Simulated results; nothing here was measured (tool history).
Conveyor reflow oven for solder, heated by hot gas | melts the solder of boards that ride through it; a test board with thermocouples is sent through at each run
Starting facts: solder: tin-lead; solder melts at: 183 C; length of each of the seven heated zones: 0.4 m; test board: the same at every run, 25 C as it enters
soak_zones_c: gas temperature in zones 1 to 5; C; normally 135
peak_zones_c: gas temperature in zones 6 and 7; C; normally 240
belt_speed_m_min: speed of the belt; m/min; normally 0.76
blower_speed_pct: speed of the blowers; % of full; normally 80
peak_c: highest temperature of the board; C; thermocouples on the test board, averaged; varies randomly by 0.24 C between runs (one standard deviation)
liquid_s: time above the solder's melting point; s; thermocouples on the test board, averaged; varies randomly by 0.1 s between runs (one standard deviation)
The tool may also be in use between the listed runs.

{"run": 1, "hour": 0.0, "soak_zones_c": 135, "peak_zones_c": 240, "belt_speed_m_min": 0.76, "blower_speed_pct": 80, "peak_c": 222.5, "liquid_s": 49.53}
{"run": 2, "hour": 29.8, "soak_zones_c": 135, "peak_zones_c": 240, "belt_speed_m_min": 0.76, "blower_speed_pct": 80, "peak_c": 222.1, "liquid_s": 49.42}
{"run": 3, "hour": 55.5, "soak_zones_c": 135, "peak_zones_c": 240, "belt_speed_m_min": 0.76, "blower_speed_pct": 80, "peak_c": 222.3, "liquid_s": 49.43}
{"hour": 74.1, "done": "flux residue cleaned out of gas plates and filters"}
{"run": 4, "hour": 103.8, "soak_zones_c": 139, "peak_zones_c": 240, "belt_speed_m_min": 0.76, "blower_speed_pct": 80, "peak_c": 223.1, "liquid_s": 51.04}
{"run": 5, "hour": 153.1, "soak_zones_c": 139, "peak_zones_c": 240, "belt_speed_m_min": 0.76, "blower_speed_pct": 80, "peak_c": 223.3, "liquid_s": 51.15}
{"run": 6, "hour": 213.4, "soak_zones_c": 139, "peak_zones_c": 240, "belt_speed_m_min": 0.76, "blower_speed_pct": 80, "peak_c": 223, "liquid_s": 51.1}
{"run": 7, "hour": 242.3, "soak_zones_c": 139, "peak_zones_c": 240, "belt_speed_m_min": 0.76, "blower_speed_pct": 80, "peak_c": 223.2, "liquid_s": 50.95}
{"run": 8, "hour": 292.1, "soak_zones_c": 139, "peak_zones_c": 240, "belt_speed_m_min": 0.76, "blower_speed_pct": 80, "peak_c": 223.1, "liquid_s": 51.12}
{"run": 9, "hour": 344.4, "soak_zones_c": 135, "peak_zones_c": 240, "belt_speed_m_min": 0.76, "blower_speed_pct": 80, "peak_c": 222.4, "liquid_s": 49.45}
{"run": 10, "hour": 384.4, "soak_zones_c": 124, "peak_zones_c": 240, "belt_speed_m_min": 0.76, "blower_speed_pct": 80, "peak_c": 220.2, "liquid_s": 45.48}
{"run": 11, "hour": 426.7, "soak_zones_c": 124, "peak_zones_c": 240, "belt_speed_m_min": 0.76, "blower_speed_pct": 80, "peak_c": 220.5, "liquid_s": 45.59}
{"run": 12, "hour": 456.3, "soak_zones_c": 124, "peak_zones_c": 252, "belt_speed_m_min": 0.745, "blower_speed_pct": 80, "peak_c": 231.7, "liquid_s": 52.65}
{"run": 13, "hour": 514.1, "soak_zones_c": 124, "peak_zones_c": 252, "belt_speed_m_min": 0.745, "blower_speed_pct": 80, "peak_c": 232.1, "liquid_s": 52.77}
{"run": 14, "hour": 541.5, "soak_zones_c": 150, "peak_zones_c": 240, "belt_speed_m_min": 0.614, "blower_speed_pct": 80, "peak_c": 230.3, "liquid_s": 71.97}
{"run": 15, "hour": 571.2, "soak_zones_c": 144, "peak_zones_c": 233, "belt_speed_m_min": 0.76, "blower_speed_pct": 80, "peak_c": 217.5, "liquid_s": 49.56}
{"run": 16, "hour": 598.3, "soak_zones_c": 144, "peak_zones_c": 233, "belt_speed_m_min": 0.76, "blower_speed_pct": 80, "peak_c": 217.5, "liquid_s": 49.42}
{"hour": 617.8, "done": "flux residue cleaned out of gas plates and filters"}
{"run": 17, "hour": 660.1, "soak_zones_c": 144, "peak_zones_c": 233, "belt_speed_m_min": 0.76, "blower_speed_pct": 80, "peak_c": 217.9, "liquid_s": 49.66}
{"run": 18, "hour": 716.0, "soak_zones_c": 139, "peak_zones_c": 249, "belt_speed_m_min": 0.71, "blower_speed_pct": 67, "peak_c": 229.5, "liquid_s": 57.95}

Each row is a separate what-if for the run after 18, all from the same tool condition, not one after another. Results?
{"run": "A", "hour": 756.8, "soak_zones_c": 131, "peak_zones_c": 238, "belt_speed_m_min": 0.808, "blower_speed_pct": 67, "peak_c": "?", "liquid_s": "?"}
{"run": "B", "hour": 756.8, "soak_zones_c": 147, "peak_zones_c": 234, "belt_speed_m_min": 0.808, "blower_speed_pct": 80, "peak_c": "?", "liquid_s": "?"}
{"run": "C", "hour": 756.8, "soak_zones_c": 144, "peak_zones_c": 247, "belt_speed_m_min": 0.76, "blower_speed_pct": 56, "peak_c": "?", "liquid_s": "?"}
{"run": "D", "hour": 756.8, "soak_zones_c": 139, "peak_zones_c": 236, "belt_speed_m_min": 0.666, "blower_speed_pct": 77, "peak_c": "?", "liquid_s": "?"}

run=A peak_c=213.7 liquid_s=39.19
run=B peak_c=217.3 liquid_s=47.02
run=C peak_c=222.2 liquid_s=51.44
run=D peak_c=223 liquid_s=58.63
Stripped of hidden state, with their random variation kept, the same runs would have yielded:
run=A peak_c=213.8 liquid_s=39.22
run=B peak_c=217.4 liquid_s=47.04
run=C peak_c=222.3 liquid_s=51.45
run=D peak_c=223 liquid_s=58.65
